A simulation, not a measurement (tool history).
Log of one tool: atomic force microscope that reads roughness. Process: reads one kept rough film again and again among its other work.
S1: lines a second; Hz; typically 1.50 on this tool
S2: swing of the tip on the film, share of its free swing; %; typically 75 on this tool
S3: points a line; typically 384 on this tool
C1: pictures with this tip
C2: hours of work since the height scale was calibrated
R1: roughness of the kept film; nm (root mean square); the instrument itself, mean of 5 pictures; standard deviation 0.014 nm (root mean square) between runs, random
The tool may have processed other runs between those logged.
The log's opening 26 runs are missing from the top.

run 27 day=17.983 | S1=0.57 S2=67 S3=502 | C1=188 C2=630 | R1=3.076
run 28 day=18.883 | S1=0.83 S2=64 S3=770 | C1=216 C2=643 | R1=3.019
-- day=19.042 new tip fitted
run 29 day=19.288 | S1=0.83 S2=65 S3=281 | C1=8 C2=649 | R1=3.442
run 30 day=19.833 | S1=1.47 S2=68 S3=501 | C1=26 C2=657 | R1=3.335
run 31 day=20.575 | S1=1.47 S2=68 S3=501 | C1=49 C2=668 | R1=3.264
run 32 day=20.992 | S1=0.63 S2=69 S3=677 | C1=62 C2=674 | R1=3.347
run 33 day=21.833 | S1=3.28 S2=84 S3=384 | C1=89 C2=686 | R1=2.643
run 34 day=22.742 | S1=2.35 S2=75 S3=759 | C1=118 C2=699 | R1=2.909
run 35 day=23.646 | S1=3.22 S2=81 S3=759 | C1=146 C2=712 | R1=2.598
run 36 day=24.346 | S1=3.22 S2=81 S3=759 | C1=168 C2=722 | R1=2.581

Below are 4 alternative next runs, each starting from the tool's condition after run 36. Predict each:
run A day=25.033 | S1=1.92 S2=81 S3=759 | C1=190 C2=732 | R1=?
run B day=25.033 | S1=1.41 S2=89 S3=263 | C1=190 C2=732 | R1=?
run C day=25.033 | S1=3.22 S2=87 S3=697 | C1=190 C2=732 | R1=?
run D day=25.033 | S1=1.41 S2=66 S3=759 | C1=190 C2=732 | R1=?

run=A R1=2.745
run=B R1=2.666
run=C R1=2.404
run=D R1=2.984
Without the tool's hidden state the same runs would have given:
run=A R1=3.202
run=B R1=3.111
run=C R1=2.804
run=D R1=3.481
